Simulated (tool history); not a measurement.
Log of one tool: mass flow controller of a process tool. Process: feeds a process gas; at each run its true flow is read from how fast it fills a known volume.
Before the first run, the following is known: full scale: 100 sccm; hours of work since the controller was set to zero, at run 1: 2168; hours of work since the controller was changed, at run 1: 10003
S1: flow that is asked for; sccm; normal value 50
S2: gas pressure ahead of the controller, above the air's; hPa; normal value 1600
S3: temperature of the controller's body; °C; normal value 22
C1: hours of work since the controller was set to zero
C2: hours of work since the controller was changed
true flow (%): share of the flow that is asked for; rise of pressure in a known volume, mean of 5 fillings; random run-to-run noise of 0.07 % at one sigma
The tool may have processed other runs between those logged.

Run 1, hour 0.0: usual settings; C1 2168; C2 10003. Result: true flow (%) 98.57.
Run 2, hour 354.5: usual settings but S2 2710 hPa; C1 2426; C2 10262. Result: true flow (%) 99.04.
Run 3, hour 762.9: usual settings but S2 2710 hPa; C1 2724; C2 10559. Result: true flow (%) 99.07.
Run 4, hour 1232.7: usual settings but S2 2710 hPa; C1 3067; C2 10902. Result: true flow (%) 99.11.
Run 5, hour 1451.7: usual settings but S2 2710 hPa; C1 3226; C2 11061. Result: true flow (%) 99.01.
Run 6, hour 1812.1: usual settings but S2 2710 hPa; C1 3489; C2 11324. Result: true flow (%) 99.09.
Run 7, hour 2236.2: usual settings but S3 24 °C; C1 3798; C2 11633. Result: true flow (%) 98.72.
Run 8, hour 2713.7: usual settings but S3 24 °C; C1 4147; C2 11982. Result: true flow (%) 98.77.
Run 9, hour 3155.6: usual settings; C1 4469; C2 12304. Result: true flow (%) 98.74.
Run 10, hour 3480.5: usual settings; C1 4706; C2 12541. Result: true flow (%) 98.70.
Run 11, hour 3746.1: usual settings but S1 59 sccm; C1 4899; C2 12734. Result: true flow (%) 98.78.
Run 12, hour 3986.6: usual settings but S2 1660 hPa; C1 5075; C2 12910. Result: true flow (%) 98.71.
Run 13, hour 4219.0: usual settings but S2 1660 hPa; C1 5244; C2 13079. Result: true flow (%) 98.68.
Run 14, hour 4674.2: usual settings but S2 1660 hPa; C1 5576; C2 13411. Result: true flow (%) 98.48.
Run 15, hour 5122.9: usual settings but S2 1660 hPa; C1 5903; C2 13738. Result: true flow (%) 98.57.

Expected results for the next run?
Run 16, hour 5421.5: usual settings but S2 1660 hPa; C1 6121; C2 13956. Result: true flow (%) ?.

Logged for run 16: true flow (%) 98.67.
Minus the tool's unlogged condition, the same run would have read true flow (%) 98.70.
